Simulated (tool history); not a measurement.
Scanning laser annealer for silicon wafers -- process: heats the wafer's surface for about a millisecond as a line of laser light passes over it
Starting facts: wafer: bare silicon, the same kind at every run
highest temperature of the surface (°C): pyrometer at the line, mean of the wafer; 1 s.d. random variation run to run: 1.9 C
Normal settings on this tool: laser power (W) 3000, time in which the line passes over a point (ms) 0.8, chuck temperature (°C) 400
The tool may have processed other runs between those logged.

| run | hour | laser power (W) | time in which the line passes over a point (ms) | chuck temperature (°C) | highest temperature of the surface (°C) |
|---|---|---|---|---|---|
| 1 | 0 | 3000 | 0.8 | 400 | 1110 |
| 2 | 18.5 | 3000 | 0.8 | 400 | 1107 |
| 3 | 36.7 | 3000 | 0.8 | 400 | 1104 |
| 4 | 59.5 | 3000 | 0.8 | 400 | 1107 |
| 5 | 71.3 | 3000 | 0.8 | 400 | 1109 |
| 6 | 89.5 | 3000 | 0.8 | 432 | 1135 |
| 7 | 104.7 | 3000 | 0.8 | 432 | 1136 |
| 8 | 128.9 | 3000 | 0.8 | 416 | 1123 |
| 9 | 149.6 | 3000 | 0.8 | 416 | 1118 |
| 10 | 161.2 | 3000 | 0.957 | 400 | 1162 |
| 11 | 174.5 | 3000 | 0.957 | 400 | 1159 |
| 12 | 187.3 | 3000 | 0.931 | 400 | 1153 |
| 13 | 210 | 3000 | 0.931 | 400 | 1149 |
| 14 | 230.2 | 3000 | 0.931 | 400 | 1148 |
| 15 | 244 | 3000 | 0.931 | 437 | 1184 |
| 16 | 260.2 | 3000 | 0.8 | 400 | 1099 |
| 17 | 271.7 | 3000 | 0.8 | 400 | 1097 |
| 18 | 283 | 3000 | 0.8 | 400 | 1098 |
| 19 | 309 | 3000 | 0.8 | 400 | 1101 |
| 20 | 326.5 | 3000 | 0.8 | 400 | 1097 |
| 21 | 347.3 | 2639 | 0.8 | 400 | 987 |
| 22 | 362.8 | 2928 | 0.961 | 392 | 1124 |
| 23 | 379.7 | 2696 | 0.818 | 400 | 1012 |
| 24 | 398.5 | 3061 | 0.944 | 385 | 1149 |
| 25 | 409.5 | 2649 | 0.685 | 430 | 980 |
| 26 | 422.3 | 2562 | 0.685 | 402 | 924 |
| 27 | 440.6 | 2770 | 0.8 | 402 | 1026 |
| 28 | 451.6 | 2770 | 0.748 | 402 | 1006 |
| 29 | 474.3 | 2770 | 0.748 | 402 | 1003 |
| 30 | 495.9 | 2770 | 0.748 | 402 | 1004 |
| 31 | 508.3 | 3095 | 0.892 | 367 | 1117 |
| 32 | 531.9 | 2609 | 0.893 | 400 | 1003 |
| 33 | 547.3 | 3000 | 0.592 | 396 | 995 |
| 34 | 562.1 | 3000 | 0.592 | 373 | 975 |
| 35 | 581.3 | 2776 | 0.657 | 373 | 943 |
| 36 | 593.3 | 3230 | 0.866 | 400 | 1182 |
| 37 | 605.4 | 3230 | 0.866 | 400 | 1180 |
| 38 | 630.6 | 3000 | 0.575 | 370 | 961 |
| 39 | 649.8 | 3032 | 0.968 | 400 | 1154 |
|  | 663 | window over the wafer cleaned |
| 40 | 676.5 | 3265 | 0.988 | 400 | 1261 |
| 41 | 687.8 | 2896 | 0.875 | 424 | 1123 |
| 42 | 708 | 2896 | 0.875 | 424 | 1118 |

Forecast each of these 3 alternatives for the next run:
| A | 725.4 | 3000 | 0.8 | 426 | ? |
| B | 725.4 | 2953 | 0.596 | 400 | ? |
| C | 725.4 | 2896 | 0.829 | 381 | ? |

| run | highest temperature of the surface (°C) |
|---|---|
| A | 1122 |
| B | 1003 |
| C | 1059 |
The same runs, with their run-to-run variation unchanged, on a tool lacking any hidden condition would have given:
| run | highest temperature of the surface (°C) |
|---|---|
| A | 1158 |
| B | 1034 |
| C | 1094 |
